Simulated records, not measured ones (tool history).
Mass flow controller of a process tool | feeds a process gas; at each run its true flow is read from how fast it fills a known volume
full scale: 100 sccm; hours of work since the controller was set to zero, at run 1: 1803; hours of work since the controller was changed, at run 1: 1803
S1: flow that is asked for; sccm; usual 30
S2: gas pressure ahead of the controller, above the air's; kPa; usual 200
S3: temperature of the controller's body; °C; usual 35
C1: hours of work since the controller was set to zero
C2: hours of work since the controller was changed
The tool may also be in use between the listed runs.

Run 1, hour 0: usual settings; C1 1803; C2 1803. Result: true flow (%) 96.76.
Run 2, hour 111.4: usual settings but S1 68 sccm; C1 1857; C2 1857. Result: true flow (%) 98.12.
Run 3, hour 247.9: usual settings but S2 215 kPa; C1 1923; C2 1923. Result: true flow (%) 96.7.
Run 4, hour 350.8: usual settings but S2 215 kPa; C1 1973; C2 1973. Result: true flow (%) 96.62.
Run 5, hour 470.6: usual settings; C1 2031; C2 2031. Result: true flow (%) 96.68.
Run 6, hour 614.1: usual settings but S2 243 kPa; C1 2101; C2 2101. Result: true flow (%) 96.48.
Run 7, hour 736.1: usual settings but S2 243 kPa; C1 2160; C2 2160. Result: true flow (%) 96.32.
Run 8, hour 936.3: usual settings but S2 243 kPa, S3 31 °C; C1 2257; C2 2257. Result: true flow (%) 96.71.
Run 9, hour 1032.1: usual settings but S3 33 °C; C1 2304; C2 2304. Result: true flow (%) 96.55.
Run 10, hour 1151.6: usual settings but S3 33 °C; C1 2362; C2 2362. Result: true flow (%) 96.54.
Run 11, hour 1277.1: usual settings but S2 181 kPa, S3 33 °C; C1 2422; C2 2422. Result: true flow (%) 96.36.
Run 12, hour 1381.3: usual settings but S1 13 sccm; C1 2473; C2 2473. Result: true flow (%) 95.71.
Run 13, hour 1511.7: usual settings but S1 13 sccm; C1 2536; C2 2536. Result: true flow (%) 95.63.
Run 14, hour 1678.7: usual settings but S1 55 sccm; C1 2617; C2 2617. Result: true flow (%) 96.96.
Run 15, hour 1849.8: usual settings but S1 31 sccm, S2 219 kPa, S3 23 °C; C1 2700; C2 2700. Result: true flow (%) 97.12.
Run 16, hour 1972.7: usual settings but S1 45 sccm, S2 157 kPa, S3 23 °C; C1 2760; C2 2760. Result: true flow (%) 97.47.
Run 17, hour 2087.7: usual settings but S2 213 kPa, S3 22 °C; C1 2815; C2 2815. Result: true flow (%) 97.03.
Run 18, hour 2172.5: usual settings but S1 35 sccm, S2 273 kPa, S3 22 °C; C1 2857; C2 2857. Result: true flow (%) 97.11.
Run 19, hour 2308.3: usual settings but S1 62 sccm, S2 193 kPa, S3 37 °C; C1 2922; C2 2922. Result: true flow (%) 96.69.
Run 20, hour 2475.3: usual settings but S2 218 kPa, S3 37 °C; C1 3003; C2 3003. Result: true flow (%) 95.58.
Run 21, hour 2673.7: usual settings but S2 218 kPa, S3 37 °C; C1 3100; C2 3100. Result: true flow (%) 95.5.
Run 22, hour 2822.7: usual settings but S2 218 kPa, S3 37 °C; C1 3172; C2 3172. Result: true flow (%) 95.42.
Run 23, hour 2977.1: usual settings but S2 181 kPa, S3 37 °C; C1 3247; C2 3247. Result: true flow (%) 95.31.
Run 24, hour 3110.3: usual settings but S2 181 kPa, S3 37 °C; C1 3311; C2 3311. Result: true flow (%) 95.28.
Run 25, hour 3271.2: usual settings but S2 192 kPa, S3 34 °C; C1 3389; C2 3389. Result: true flow (%) 95.5.
Run 26, hour 3421.2: usual settings but S2 170 kPa, S3 31 °C; C1 3462; C2 3462. Result: true flow (%) 95.85.
Run 27, hour 3535: usual settings but S1 83 sccm, S2 162 kPa, S3 32 °C; C1 3517; C2 3517. Result: true flow (%) 97.48.
Run 28, hour 3635.1: usual settings but S2 233 kPa, S3 31 °C; C1 3566; C2 3566. Result: true flow (%) 95.67.

Forecast each of these 4 alternatives for the next run:
Run A, hour 3742.3: usual settings but S1 75 sccm; C1 3618; C2 3618. Result: true flow (%) ?.
Run B, hour 3742.3: usual settings but S2 255 kPa, S3 31 °C; C1 3618; C2 3618. Result: true flow (%) ?.
Run C, hour 3742.3: usual settings but S1 23 sccm, S2 220 kPa, S3 33 °C; C1 3618; C2 3618. Result: true flow (%) ?.
Run D, hour 3742.3: usual settings but S1 63 sccm, S2 183 kPa, S3 30 °C; C1 3618; C2 3618. Result: true flow (%) ?.

run  true flow (%)
  A           96.6
  B           95.5
  C          95.08
  D          96.68
Without the tool's hidden state the same runs would have given:
run  true flow (%)
  A          98.18
  B          97.07
  C          96.65
  D          98.27
